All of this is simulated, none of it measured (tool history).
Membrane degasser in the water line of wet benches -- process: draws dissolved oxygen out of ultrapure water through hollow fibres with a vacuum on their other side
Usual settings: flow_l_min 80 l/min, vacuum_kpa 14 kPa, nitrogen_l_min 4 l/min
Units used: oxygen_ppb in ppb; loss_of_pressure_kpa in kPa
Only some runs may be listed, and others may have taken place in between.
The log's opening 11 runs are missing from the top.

run    hour  flow_l_min  vacuum_kpa  nitrogen_l_min  oxygen_ppb  loss_of_pressure_kpa
 12  1608.5          80        15.4            3.23       772.3                 53.12
 13  1756.7          80        15.4            3.23       768.2                 52.86
 14  1882.9          80          14            7.86       425.1                 53.18
 15  2044.2          80          14            4.85       557.4                 53.66
 16  2146.5         127          14               4      1003.9                 85.03
     2204.5  -- vacuum gauge calibrated
 17  2279.1         116        34.6            1.83      2787.7                 77.49
 18  2363.5          66        11.8            3.22       499.5                 44.46
 19  2509.3         121          14             2.2        1293                 81.03
 20  2615.8         121          14             2.2      1285.2                  81.2
 21  2794.5          89        32.6            9.36       802.4                 59.82
 22    2965          77          14            2.85       736.5                 51.86
 23  3052.4          77          14            2.85       721.4                 51.64
     3143.4  -- gauge calibrated
 24  3156.1          77          14            2.85       739.8                 50.73
 25  3275.5          81         9.8            5.78         387                 52.63
 26  3454.7          84         9.8            5.47       419.6                  55.5
 27    3617          50        14.8            8.56       229.5                 33.04
 28  3694.1          50         8.9            2.04       364.7                 32.97
 29    3871          50         8.9            2.04       359.4                 32.86
 30  3969.9          50         8.9            9.51         147                 33.08
 31  4042.6          80         8.8            5.14       371.5                 53.24
 32  4156.6          80         8.8            5.14       369.4                 53.08

What if the next run were any one of these 3? Each begins from the tool's condition after run 32:
  A  4277.3          83          14               4           ?                     ?
  B  4277.3         107        14.9               4           ?                     ?
  C  4277.3          80        14.4            5.14           ?                     ?

run  oxygen_ppb  loss_of_pressure_kpa
  A       640.8                 55.49
  B         879                 71.13
  C       552.8                 52.93
Without the tool's unlogged condition, the same runs would have read:
run  oxygen_ppb  loss_of_pressure_kpa
  A       639.8                 54.95
  B       877.8                 70.44
  C       551.9                 52.41
